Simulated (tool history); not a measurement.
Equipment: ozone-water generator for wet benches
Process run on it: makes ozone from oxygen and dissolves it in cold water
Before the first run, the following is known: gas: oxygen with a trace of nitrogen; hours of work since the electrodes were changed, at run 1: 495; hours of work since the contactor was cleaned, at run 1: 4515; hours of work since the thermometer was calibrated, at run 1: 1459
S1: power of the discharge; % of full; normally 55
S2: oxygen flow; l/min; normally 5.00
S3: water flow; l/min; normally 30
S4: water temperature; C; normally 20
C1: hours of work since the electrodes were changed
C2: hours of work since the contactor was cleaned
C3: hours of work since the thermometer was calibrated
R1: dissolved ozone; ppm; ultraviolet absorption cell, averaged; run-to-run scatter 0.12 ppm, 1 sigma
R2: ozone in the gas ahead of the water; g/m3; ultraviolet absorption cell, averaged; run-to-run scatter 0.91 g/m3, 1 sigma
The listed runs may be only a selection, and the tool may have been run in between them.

| run | hour | S1 | S2 | S3 | S4 | C1 | C2 | C3 | R1 | R2 |
|---|---|---|---|---|---|---|---|---|---|---|
| 1 | 0.0 | 55 | 5.00 | 30 | 20 | 495 | 4515 | 1459 | 10.7 | 148.9 |
| 2 | 28.8 | 55 | 5.00 | 30 | 20 | 516 | 4536 | 1480 | 10.3 | 148.5 |
| 3 | 42.5 | 55 | 5.00 | 30 | 20 | 526 | 4546 | 1490 | 10.6 | 151.2 |
| 4 | 68.9 | 55 | 5.00 | 30 | 20 | 545 | 4565 | 1509 | 10.5 | 148.6 |
| 5 | 93.9 | 55 | 5.00 | 30 | 14 | 563 | 4584 | 1527 | 11.1 | 150.2 |
| 6 | 123.2 | 55 | 5.00 | 20 | 20 | 585 | 4605 | 1548 | 14.8 | 149.0 |
| 7 | 145.3 | 55 | 5.00 | 30 | 20 | 601 | 4621 | 1564 | 10.5 | 148.5 |
| 8 | 175.5 | 55 | 5.00 | 30 | 20 | 623 | 4643 | 1586 | 10.4 | 149.0 |
|  | 181.2 | contactor cleaned |
| 9 | 199.6 | 88 | 8.96 | 30 | 16 | 637 | 13 | 1601 | 15.2 | 152.9 |
| 10 | 227.8 | 50 | 7.86 | 33 | 16 | 658 | 34 | 1621 | 9.3 | 109.4 |
| 11 | 249.2 | 55 | 8.20 | 30 | 20 | 673 | 49 | 1637 | 10.2 | 113.8 |
| 12 | 272.7 | 56 | 8.62 | 30 | 16 | 691 | 67 | 1654 | 10.9 | 113.3 |
|  | 294.0 | contactor cleaned, once more |
| 13 | 296.0 | 69 | 6.54 | 29 | 22 | 705 | 1 | 1668 | 13.3 | 150.9 |
| 14 | 322.9 | 41 | 6.54 | 29 | 22 | 724 | 21 | 1688 | 9.1 | 104.1 |

Predict each of these 4 candidate next runs independently; none follows another, all start after run 14:
| A | 343.8 | 41 | 6.54 | 23 | 25 | 739 | 36 | 1703 | ? | ? |
| B | 343.8 | 55 | 6.68 | 28 | 21 | 739 | 36 | 1703 | ? | ? |
| C | 343.8 | 63 | 6.54 | 29 | 22 | 739 | 36 | 1703 | ? | ? |
| D | 343.8 | 41 | 2.88 | 29 | 25 | 739 | 36 | 1703 | ? | ? |

| run | R1 | R2 |
|---|---|---|
| A | 10.4 | 104.6 |
| B | 11.5 | 128.1 |
| C | 12.4 | 142.8 |
| D | 8.2 | 164.0 |
Had the tool no hidden state, the same runs would have come out as:
| run | R1 | R2 |
|---|---|---|
| A | 10.5 | 105.5 |
| B | 11.6 | 129.4 |
| C | 12.5 | 144.4 |
| D | 8.3 | 165.3 |
